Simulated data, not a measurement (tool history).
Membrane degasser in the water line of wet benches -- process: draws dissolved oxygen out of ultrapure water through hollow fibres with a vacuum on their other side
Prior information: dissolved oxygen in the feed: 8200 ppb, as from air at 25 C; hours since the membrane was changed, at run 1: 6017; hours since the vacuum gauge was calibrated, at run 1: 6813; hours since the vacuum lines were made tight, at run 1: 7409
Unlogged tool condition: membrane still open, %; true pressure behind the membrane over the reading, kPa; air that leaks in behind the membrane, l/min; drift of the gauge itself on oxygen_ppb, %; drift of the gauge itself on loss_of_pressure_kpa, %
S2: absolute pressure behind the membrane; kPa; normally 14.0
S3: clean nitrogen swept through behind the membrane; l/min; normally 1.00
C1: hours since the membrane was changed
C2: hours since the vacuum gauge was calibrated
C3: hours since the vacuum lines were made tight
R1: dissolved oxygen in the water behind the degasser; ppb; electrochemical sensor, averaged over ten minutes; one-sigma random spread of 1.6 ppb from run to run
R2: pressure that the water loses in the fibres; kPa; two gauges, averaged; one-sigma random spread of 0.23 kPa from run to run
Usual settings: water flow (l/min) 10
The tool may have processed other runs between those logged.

Run 1, day 0.000: usual settings; C1 6017; C2 6813; C3 7409. Result: R1 267.4 ppb, R2 60.84 kPa.
Run 2, day 6.158: usual settings but S2 34.4 kPa; C1 6165; C2 6961; C3 7557. Result: R1 705.7 ppb, R2 60.55 kPa.
Run 3, day 11.729: usual settings but S2 34.4 kPa, S3 0.50 l/min; C1 6299; C2 7095; C3 7690. Result: R1 1243.9 ppb, R2 60.46 kPa.
Run 4, day 18.221: usual settings but S2 34.4 kPa, S3 0.50 l/min; C1 6455; C2 7251; C3 7846. Result: R1 1229.5 ppb, R2 60.87 kPa.
Run 5, day 21.554: usual settings but S2 34.4 kPa, S3 0.50 l/min; C1 6535; C2 7330; C3 7926. Result: R1 1251.1 ppb, R2 61.18 kPa.
At day 25.462: seals of the vacuum lines changed.
Run 6, day 25.462: usual settings but S2 20.8 kPa; C1 6626; C2 7422; C3 0. Result: R1 406.1 ppb, R2 60.72 kPa.
Run 7, day 33.008: usual settings but S2 20.8 kPa; C1 6808; C2 7603; C3 181. Result: R1 413.2 ppb, R2 60.62 kPa.
Run 8, day 37.479: usual settings but S2 20.8 kPa; C1 6915; C2 7711; C3 288. Result: R1 410.6 ppb, R2 60.60 kPa.
Run 9, day 41.579: usual settings but S2 20.8 kPa; C1 7013; C2 7809; C3 387. Result: R1 408.2 ppb, R2 61.45 kPa.
Run 10, day 46.767: usual settings but water flow (l/min) 9, S2 20.8 kPa; C1 7138; C2 7934; C3 511. Result: R1 367.2 ppb, R2 54.64 kPa.
Run 11, day 51.154: usual settings but S2 16.7 kPa; C1 7243; C2 8039; C3 617. Result: R1 325.8 ppb, R2 60.75 kPa.
Run 12, day 56.142: usual settings but S2 16.7 kPa; C1 7363; C2 8159; C3 736. Result: R1 324.4 ppb, R2 60.67 kPa.
At day 61.938: vacuum gauge calibrated.
Run 13, day 63.246: usual settings but S2 16.7 kPa; C1 7533; C2 31; C3 906. Result: R1 314.8 ppb, R2 60.97 kPa.
Run 14, day 67.029: usual settings but S2 9.0 kPa; C1 7624; C2 122; C3 997. Result: R1 145.2 ppb, R2 61.39 kPa.
Run 15, day 74.362: usual settings but S2 9.0 kPa; C1 7800; C2 298; C3 1173. Result: R1 144.9 ppb, R2 61.52 kPa.
Run 16, day 78.946: usual settings but S2 24.6 kPa; C1 7909; C2 408; C3 1283. Result: R1 490.2 ppb, R2 60.89 kPa.
Run 17, day 85.075: usual settings but S2 24.6 kPa; C1 8057; C2 555; C3 1430. Result: R1 491.5 ppb, R2 61.26 kPa.
Run 18, day 93.142: usual settings but water flow (l/min) 7, S2 15.4 kPa, S3 0.76 l/min; C1 8250; C2 749; C3 1624. Result: R1 265.2 ppb, R2 43.06 kPa.
Run 19, day 101.021: usual settings but water flow (l/min) 7, S2 15.4 kPa, S3 0.76 l/min; C1 8439; C2 938; C3 1813. Result: R1 265.5 ppb, R2 43.29 kPa.

What will run 20 give?
Run 20, day 104.704: usual settings but water flow (l/min) 12; C1 8528; C2 1026; C3 1901. Result: R1 ?, R2 ?.

R1: 311.5 ppb
R2: 73.95 kPa
Without the tool's hidden state the same run would have given R1 304.9 ppb, R2 70.95 kPa.

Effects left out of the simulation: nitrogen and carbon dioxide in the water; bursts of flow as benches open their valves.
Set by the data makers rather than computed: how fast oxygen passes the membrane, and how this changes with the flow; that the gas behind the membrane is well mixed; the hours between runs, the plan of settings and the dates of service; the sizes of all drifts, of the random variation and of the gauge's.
